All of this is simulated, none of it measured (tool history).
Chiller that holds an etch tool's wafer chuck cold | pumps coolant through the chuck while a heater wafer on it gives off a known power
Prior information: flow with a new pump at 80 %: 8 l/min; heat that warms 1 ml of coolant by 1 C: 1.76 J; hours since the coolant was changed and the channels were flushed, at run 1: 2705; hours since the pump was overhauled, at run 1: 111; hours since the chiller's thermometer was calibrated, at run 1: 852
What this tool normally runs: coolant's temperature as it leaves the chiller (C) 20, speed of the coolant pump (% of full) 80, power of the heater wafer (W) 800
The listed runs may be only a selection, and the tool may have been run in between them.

run	hour	coolant's temperature as it leaves the chiller (C)	speed of the coolant pump (% of full)	power of the heater wafer (W)	hours since the coolant was changed and the channels were flushed	hours since the pump was overhauled	hours since the chiller's thermometer was calibrated	chuck's temperature once it has settled (K)	how much warmer the coolant comes back (C)
1	0	20	80	800	2705	111	852	301.32	3.44
2	45.7	20	80	800	2750	157	898	301.4	3.46
3	86.2	20	80	800	2791	197	938	301.47	3.38
4	175.6	16	80	800	2880	286	1028	297.63	3.47
5	261.7	16	80	800	2966	373	1114	297.52	3.44
6	302	16	80	800	3007	413	1154	297.53	3.47
7	348.3	16	80	800	3053	459	1200	297.45	3.44
8	440.7	20	80	479	3145	552	1293	298.27	2.09
9	491	20	80	479	3196	602	1343	298.35	2.05
10	582.4	20	80	479	3287	693	1434	298.45	2.13
11	658.6	20	80	479	3363	769	1511	298.39	2.09
12	712.1	20	80	479	3417	823	1564	298.54	2.1
13	771.8	20	80	479	3477	883	1624	298.58	2.09
14	847.9	20	80	479	3553	959	1700	298.42	2.06
15	937.2	20	80	479	3642	1048	1789	298.5	2.09
16	1008.5	20	80	634	3713	1119	1860	300.28	2.78
17	1048.8	16	73	634	3753	1160	1901	296.85	3.1
# hour 1103.4: coolant changed, channels flushed
18	1132.4	24	86	800	29	1237	1978	304.66	3.28
19	1180	24	86	800	77	1285	2026	304.84	3.24
20	1251.9	24	86	800	148	1357	2098	305.03	3.35
21	1290.7	24	86	406	187	1396	2137	301.4	1.64
22	1365.4	26	84	406	262	1470	2211	303.34	1.73
23	1447.8	20	71	477	344	1553	2294	298.81	2.41
24	1490.2	14	71	409	387	1595	2336	292.09	2.14
25	1572.3	14	65	596	469	1677	2418	294.52	3.35
26	1656.5	29	83	455	553	1761	2502	306.94	1.97
27	1694.7	19	83	597	591	1800	2541	298.47	2.62
28	1773.4	29	61	597	670	1878	2619	310.16	3.63
29	1854	20	77	524	751	1959	2700	298.97	2.48
30	1912.6	20	77	524	809	2017	2758	299.05	2.5
31	1956.4	20	77	524	853	2061	2802	299.05	2.44
# hour 1973.7: chiller's thermometer calibrated
32	2022.5	10	80	612	918	2126	49	289.16	2.78

Each row is a separate what-if for the run after 32, all from the same tool condition, not one after another. Results?
A	2090.4	20	98	800	986	2194	117	?	?
B	2090.4	12	80	800	986	2194	117	?	?
C	2090.4	10	79	612	986	2194	117	?	?

run	chuck's temperature once it has settled (K)	how much warmer the coolant comes back (C)
A	299.87	2.92
B	293.14	3.61
C	289.35	2.81
The same runs, with their run-to-run variation unchanged, on a tool lacking any hidden condition would have given:
run	chuck's temperature once it has settled (K)	how much warmer the coolant comes back (C)
A	299.45	2.74
B	292.64	3.38
C	288.97	2.63
